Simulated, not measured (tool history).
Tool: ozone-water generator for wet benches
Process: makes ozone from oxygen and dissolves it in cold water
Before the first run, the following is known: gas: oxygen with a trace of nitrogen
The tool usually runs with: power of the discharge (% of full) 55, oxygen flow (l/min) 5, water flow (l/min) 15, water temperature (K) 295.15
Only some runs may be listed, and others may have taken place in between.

| run | hour | power of the discharge (% of full) | oxygen flow (l/min) | water flow (l/min) | water temperature (K) | dissolved ozone (ppm) | ozone in the gas ahead of the water (g/m3) |
|---|---|---|---|---|---|---|---|
| 1 | 0 | 55 | 5 | 15 | 295.15 | 15.7 | 141.4 |
| 2 | 56.6 | 41 | 5 | 15 | 295.15 | 12.3 | 113.2 |
| 3 | 87.5 | 41 | 5 | 15 | 295.15 | 12.3 | 112.9 |
| 4 | 122.6 | 41 | 5 | 15 | 295.15 | 12.3 | 113.1 |
| 5 | 168.4 | 41 | 5 | 15 | 295.15 | 12.4 | 111.6 |
| 6 | 221.2 | 41 | 5 | 15 | 295.15 | 12.3 | 111.7 |
| 7 | 274 | 41 | 5 | 15 | 295.15 | 12.1 | 111.6 |
| 8 | 325.1 | 41 | 5 | 15 | 295.15 | 12.2 | 112.2 |
| 9 | 374.1 | 41 | 5 | 15 | 295.15 | 12.3 | 111.9 |
| 10 | 404.5 | 41 | 5 | 15 | 288.15 | 13.8 | 111.5 |
| 11 | 429 | 55 | 5 | 15 | 290.15 | 16.6 | 141.3 |
| 12 | 461.1 | 55 | 5 | 15 | 290.15 | 16.7 | 140.6 |
| 13 | 494.7 | 55 | 5 | 15 | 295.15 | 15.5 | 139.7 |
| 14 | 547.5 | 55 | 5 | 15 | 295.15 | 15.3 | 140.7 |
| 15 | 573.3 | 55 | 5.6 | 15 | 295.15 | 15.3 | 133.2 |
| 16 | 604.2 | 55 | 5.6 | 15 | 295.15 | 15.1 | 134.2 |
| 17 | 647.9 | 42 | 5.6 | 15 | 298.15 | 11.6 | 108.9 |
| 18 | 702.9 | 42 | 5.6 | 15 | 298.15 | 11.8 | 110.2 |
| 19 | 745.2 | 47 | 3.06 | 15 | 294.15 | 13.1 | 149.9 |
| 20 | 775.2 | 46 | 3.01 | 16 | 295.15 | 11.9 | 151 |
| 21 | 825.9 | 44 | 4.16 | 23 | 294.15 | 8.8 | 127.4 |
| 22 | 876.1 | 75 | 6.52 | 15 | 295.15 | 19.2 | 157.8 |
| 23 | 928.7 | 55 | 5.78 | 21 | 299.15 | 11 | 131.4 |
| 24 | 953.6 | 55 | 5.78 | 21 | 299.15 | 11 | 129.2 |
| 25 | 1006.9 | 71 | 5.78 | 21 | 288.15 | 15.8 | 157.7 |
| 26 | 1057.1 | 55 | 3.59 | 15 | 289.15 | 15.9 | 160.6 |
| 27 | 1087.8 | 55 | 3.59 | 15 | 289.15 | 15.9 | 156.6 |
| 28 | 1143.7 | 51 | 2.67 | 15 | 295.15 | 13.3 | 169.9 |
| 29 | 1175.6 | 51 | 2.67 | 15 | 295.15 | 13.2 | 167.1 |
| 30 | 1231.1 | 51 | 2.67 | 15 | 295.15 | 13 | 169.4 |
| 31 | 1273 | 51 | 3.56 | 16 | 301.15 | 12 | 149.6 |
| 32 | 1313.2 | 51 | 3.56 | 16 | 301.15 | 11.9 | 149.1 |

How would selected steps in dissolved ozone (ppm) from run to run divide? Give the signed amount a tool lacking its hidden state would still show from settings, what came in and random variation, and the signed amount left for the hidden state, including any gauge scatter that is not in both of the compared results.
What the log doesn't record here: yield of the discharge, % of new electrodes'; contactor's efficiency, % of a clean one's; true water temperature over the reading, C; drift of the gauge itself on ozone_ppm, %; drift of the gauge itself on gas_g_m3, %.
Run 21 -> 22: power of the discharge (% of full) 44 -> 75, oxygen flow (l/min) 4.16 -> 6.52, water flow (l/min) 23 -> 15, water temperature (K) 294.15 -> 295.15. dissolved ozone (ppm) +10.4: hidden state -0.8, all else +11.2.
Run 22 -> 23: power of the discharge (% of full) 75 -> 55, oxygen flow (l/min) 6.52 -> 5.78, water flow (l/min) 15 -> 21, water temperature (K) 295.15 -> 299.15. dissolved ozone (ppm) -8.2: hidden state +0.6, all else -8.8.
Run 24 -> 25: power of the discharge (% of full) 55 -> 71, water temperature (K) 299.15 -> 288.15. dissolved ozone (ppm) +4.8: hidden state -0.5, all else +5.3.
